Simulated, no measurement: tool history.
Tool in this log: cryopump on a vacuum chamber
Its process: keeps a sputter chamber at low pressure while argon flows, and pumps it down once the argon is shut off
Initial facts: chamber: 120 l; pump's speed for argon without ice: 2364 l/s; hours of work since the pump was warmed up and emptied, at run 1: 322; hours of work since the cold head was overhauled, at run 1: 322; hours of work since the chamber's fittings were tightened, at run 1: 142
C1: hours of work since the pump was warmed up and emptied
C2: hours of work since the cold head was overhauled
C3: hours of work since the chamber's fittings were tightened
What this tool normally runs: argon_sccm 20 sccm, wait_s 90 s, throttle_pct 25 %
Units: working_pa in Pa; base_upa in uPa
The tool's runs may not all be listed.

{"run": 1, "day": 0.0, "argon_sccm": 20, "wait_s": 90, "throttle_pct": 25, "C1": 322, "C2": 322, "C3": 142, "working_pa": 0.0604, "base_upa": 0.51}
{"run": 2, "day": 0.546, "argon_sccm": 20, "wait_s": 52, "throttle_pct": 25, "C1": 332, "C2": 332, "C3": 152, "working_pa": 0.06, "base_upa": 0.68}
{"run": 3, "day": 1.658, "argon_sccm": 20, "wait_s": 90, "throttle_pct": 25, "C1": 352, "C2": 352, "C3": 172, "working_pa": 0.0603, "base_upa": 0.5}
{"run": 4, "day": 2.433, "argon_sccm": 20, "wait_s": 90, "throttle_pct": 25, "C1": 366, "C2": 366, "C3": 186, "working_pa": 0.0598, "base_upa": 0.54}
{"run": 5, "day": 3.571, "argon_sccm": 20, "wait_s": 165, "throttle_pct": 25, "C1": 386, "C2": 386, "C3": 207, "working_pa": 0.0608, "base_upa": 0.42}
{"run": 6, "day": 4.092, "argon_sccm": 20, "wait_s": 90, "throttle_pct": 25, "C1": 396, "C2": 396, "C3": 216, "working_pa": 0.0606, "base_upa": 0.55}
{"run": 7, "day": 4.912, "argon_sccm": 20, "wait_s": 90, "throttle_pct": 25, "C1": 410, "C2": 410, "C3": 231, "working_pa": 0.0611, "base_upa": 0.58}
{"run": 8, "day": 5.446, "argon_sccm": 20, "wait_s": 90, "throttle_pct": 23, "C1": 420, "C2": 420, "C3": 240, "working_pa": 0.0666, "base_upa": 0.56}
{"run": 9, "day": 6.192, "argon_sccm": 20, "wait_s": 90, "throttle_pct": 23, "C1": 434, "C2": 434, "C3": 254, "working_pa": 0.0658, "base_upa": 0.58}
{"run": 10, "day": 6.954, "argon_sccm": 20, "wait_s": 90, "throttle_pct": 23, "C1": 447, "C2": 447, "C3": 268, "working_pa": 0.0663, "base_upa": 0.58}
{"run": 11, "day": 7.95, "argon_sccm": 20, "wait_s": 90, "throttle_pct": 25, "C1": 465, "C2": 465, "C3": 286, "working_pa": 0.061, "base_upa": 0.63}
{"run": 12, "day": 8.733, "argon_sccm": 20, "wait_s": 90, "throttle_pct": 25, "C1": 479, "C2": 479, "C3": 300, "working_pa": 0.062, "base_upa": 0.68}
{"run": 13, "day": 9.512, "argon_sccm": 20, "wait_s": 90, "throttle_pct": 25, "C1": 493, "C2": 493, "C3": 314, "working_pa": 0.0617, "base_upa": 0.63}
{"run": 14, "day": 10.475, "argon_sccm": 20, "wait_s": 90, "throttle_pct": 25, "C1": 511, "C2": 511, "C3": 331, "working_pa": 0.0623, "base_upa": 0.7}
{"run": 15, "day": 11.279, "argon_sccm": 20, "wait_s": 90, "throttle_pct": 46, "C1": 525, "C2": 525, "C3": 346, "working_pa": 0.0362, "base_upa": 0.69}
{"run": 16, "day": 12.429, "argon_sccm": 20, "wait_s": 90, "throttle_pct": 46, "C1": 546, "C2": 546, "C3": 366, "working_pa": 0.0362, "base_upa": 0.74}
{"run": 17, "day": 12.988, "argon_sccm": 20, "wait_s": 90, "throttle_pct": 40, "C1": 556, "C2": 556, "C3": 376, "working_pa": 0.0419, "base_upa": 0.71}

The next listed run, before its measurement:
{"run": 18, "day": 13.754, "argon_sccm": 20, "wait_s": 90, "throttle_pct": 40, "C1": 570, "C2": 570, "C3": 390, "working_pa": "?", "base_upa": "?"}

{"run 18": {"working_pa": 0.0414, "base_upa": 0.68}}
With no hidden state in the tool, this same run would have given working_pa 0.0357 Pa, base_upa 0.33 uPa.
